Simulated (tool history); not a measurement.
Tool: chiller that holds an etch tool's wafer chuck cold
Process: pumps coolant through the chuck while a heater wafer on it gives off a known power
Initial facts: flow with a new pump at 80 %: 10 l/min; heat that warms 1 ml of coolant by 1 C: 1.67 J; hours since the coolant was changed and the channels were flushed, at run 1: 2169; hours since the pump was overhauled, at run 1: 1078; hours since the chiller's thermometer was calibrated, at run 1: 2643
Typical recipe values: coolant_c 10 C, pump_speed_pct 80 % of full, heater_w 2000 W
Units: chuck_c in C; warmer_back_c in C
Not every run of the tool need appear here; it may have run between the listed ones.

run,hour,coolant_c,pump_speed_pct,heater_w,hours since the coolant was changed and the channels were flushed,hours since the pump was overhauled,hours since the chiller's thermometer was calibrated,chuck_c,warmer_back_c
1,0.0,10,80,2000,2169,1078,2643,24.5,7.42
2,75.1,10,80,2000,2244,1153,2718,24.3,7.39
3,139.6,10,80,2000,2308,1218,2782,24.3,7.38
4,201.7,10,89,2000,2371,1280,2844,23.6,6.66
5,280.0,10,82,2000,2449,1358,2923,24.3,7.23
6,360.8,10,82,2000,2530,1439,3004,24.4,7.28
7,457.2,10,82,2000,2626,1535,3100,24.4,7.31
8,541.3,10,80,2000,2710,1620,3184,24.8,7.53
9,649.4,10,80,2000,2818,1728,3292,24.8,7.52
10,715.7,18,80,2000,2885,1794,3358,33.0,7.47
11,762.7,18,80,2000,2932,1841,3405,33.2,7.58
12,858.2,18,80,2000,3027,1936,3501,32.9,7.52
13,949.2,7,80,2000,3118,2027,3592,22.1,7.55
14,1064.1,3,80,2000,3233,2142,3707,18.2,7.64
15,1139.4,3,80,2000,3308,2218,3782,18.1,7.63
16,1223.6,10,62,2082,3393,2302,3866,28.9,10.39
17,1295.8,10,87,2000,3465,2374,3939,24.4,7.03
18,1399.0,8,61,1990,3568,2477,4042,26.5,10.22
19,1463.1,4,80,1270,3632,2541,4106,14.0,4.92
20,1569.0,15,76,1454,3738,2647,4212,26.8,5.88
21,1628.2,15,76,1454,3797,2706,4271,26.9,5.94
22,1719.1,5,76,1454,3888,2797,4362,16.9,5.93
# hour 1783.0: chiller's thermometer calibrated
23,1793.1,10,63,2000,3961,2870,10,28.1,9.95
24,1857.3,5,98,2271,4025,2935,74,19.6,7.17
25,1907.2,2,97,2503,4075,2984,124,18.5,7.91
26,2011.4,2,97,2503,4179,3089,228,18.5,7.99
27,2059.1,10,80,2000,4227,3136,276,25.2,7.77
28,2133.4,17,62,2000,4301,3211,350,35.7,10.29
29,2208.8,10,62,2000,4377,3286,426,28.5,10.27

Predict each of these 5 candidate next runs independently; none follows another, all start after run 29:
A,2314.8,2,67,2871,4483,3392,532,?,?
B,2314.8,10,80,1169,4483,3392,532,?,?
C,2314.8,11,80,2000,4483,3392,532,?,?
D,2314.8,10,62,1337,4483,3392,532,?,?
E,2314.8,10,80,1227,4483,3392,532,?,?

run,chuck_c,warmer_back_c
A,27.1,13.64
B,19.1,4.62
C,26.2,7.87
D,22.6,6.85
E,19.4,4.81
Stripped of hidden state, with their random variation kept, the same runs would have yielded:
run,chuck_c,warmer_back_c
A,23.8,12.43
B,17.9,4.21
C,24.2,7.17
D,21.0,6.24
E,18.2,4.38
